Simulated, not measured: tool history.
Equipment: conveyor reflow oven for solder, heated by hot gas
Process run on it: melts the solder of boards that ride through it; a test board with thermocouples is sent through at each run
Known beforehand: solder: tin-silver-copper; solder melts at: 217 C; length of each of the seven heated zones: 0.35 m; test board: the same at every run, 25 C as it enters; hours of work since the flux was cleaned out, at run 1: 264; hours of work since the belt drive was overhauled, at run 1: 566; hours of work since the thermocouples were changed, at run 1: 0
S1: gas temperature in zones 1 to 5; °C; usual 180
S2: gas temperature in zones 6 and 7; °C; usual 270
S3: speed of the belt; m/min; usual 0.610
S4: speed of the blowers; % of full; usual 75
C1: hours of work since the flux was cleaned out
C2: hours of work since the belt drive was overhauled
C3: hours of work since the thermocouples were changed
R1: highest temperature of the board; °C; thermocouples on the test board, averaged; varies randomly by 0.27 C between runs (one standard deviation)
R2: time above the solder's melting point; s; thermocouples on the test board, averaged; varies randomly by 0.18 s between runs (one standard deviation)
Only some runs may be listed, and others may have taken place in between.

run	day	S1	S2	S3	S4	C1	C2	C3	R1	R2
1	0.000	180	270	0.610	75	264	566	0	253.8	53.7
2	2.667	180	270	0.610	75	307	609	43	253.4	53.8
# day 4.233: flux residue cleaned out of gas plates and filters
3	4.508	180	270	0.610	75	4	635	69	253.5	53.5
4	7.000	180	270	0.610	75	44	675	109	253.5	53.6
5	8.683	180	270	0.610	75	71	702	136	253.4	53.6
6	10.475	180	270	0.610	75	100	730	164	253.4	53.5
7	12.971	180	270	0.610	75	140	770	204	253.5	54.0
8	15.512	171	270	0.610	75	181	811	245	251.4	50.0
9	17.408	180	270	0.642	75	211	842	276	251.6	49.7
10	19.404	180	270	0.610	75	243	874	308	253.6	53.4
11	21.475	180	270	0.610	75	276	907	341	253.4	53.6
12	23.583	180	270	0.610	75	310	940	374	253.4	53.7
# day 24.912: flux residue cleaned out of gas plates and filters
13	25.229	180	270	0.610	75	5	963	397	253.2	53.7
14	27.621	180	270	0.617	75	43	1002	436	253.3	52.8
15	29.717	180	270	0.610	75	77	1035	469	253.4	54.0
16	31.825	180	270	0.610	90	111	1069	503	255.4	55.4
17	33.062	173	279	0.620	59	131	1089	523	255.8	50.9
18	35.817	168	259	0.634	75	175	1133	567	240.8	38.4
19	36.983	168	259	0.634	75	193	1152	586	240.3	38.3
20	38.267	173	270	0.626	75	214	1172	606	251.6	48.3
21	40.162	180	270	0.650	75	244	1203	637	251.7	48.8
22	42.983	180	270	0.610	57	289	1248	682	249.7	50.5
23	44.442	178	280	0.610	62	313	1271	705	258.8	55.7
# day 45.483: flux residue cleaned out of gas plates and filters
24	46.838	178	270	0.629	75	22	1306	740	252.4	50.4
25	49.188	174	278	0.610	83	59	1344	778	260.4	56.1
26	51.938	174	276	0.610	69	103	1388	822	256.3	53.4
27	54.083	174	276	0.610	69	138	1422	856	256.3	53.5
28	55.417	180	281	0.610	75	159	1444	878	262.8	58.9
29	57.100	193	270	0.579	65	186	1471	905	255.7	63.6
30	58.742	193	270	0.556	84	212	1497	931	259.8	68.5
# day 60.825: belt drive overhauled, speed set with a stopwatch
31	60.892	194	270	0.557	79	244	1	963	258.6	68.3

Forecast each of these 3 alternatives for the next run:
A	62.638	194	269	0.557	50	272	29	991	?	?
B	62.638	182	285	0.575	79	272	29	991	?	?
C	62.638	174	270	0.617	87	272	29	991	?	?

run	R1	R2
A	253.2	64.7
B	269.6	66.5
C	253.6	51.7
Had the tool no hidden state, the same runs would have come out as:
run	R1	R2
A	253.3	64.7
B	269.7	66.5
C	253.7	51.8
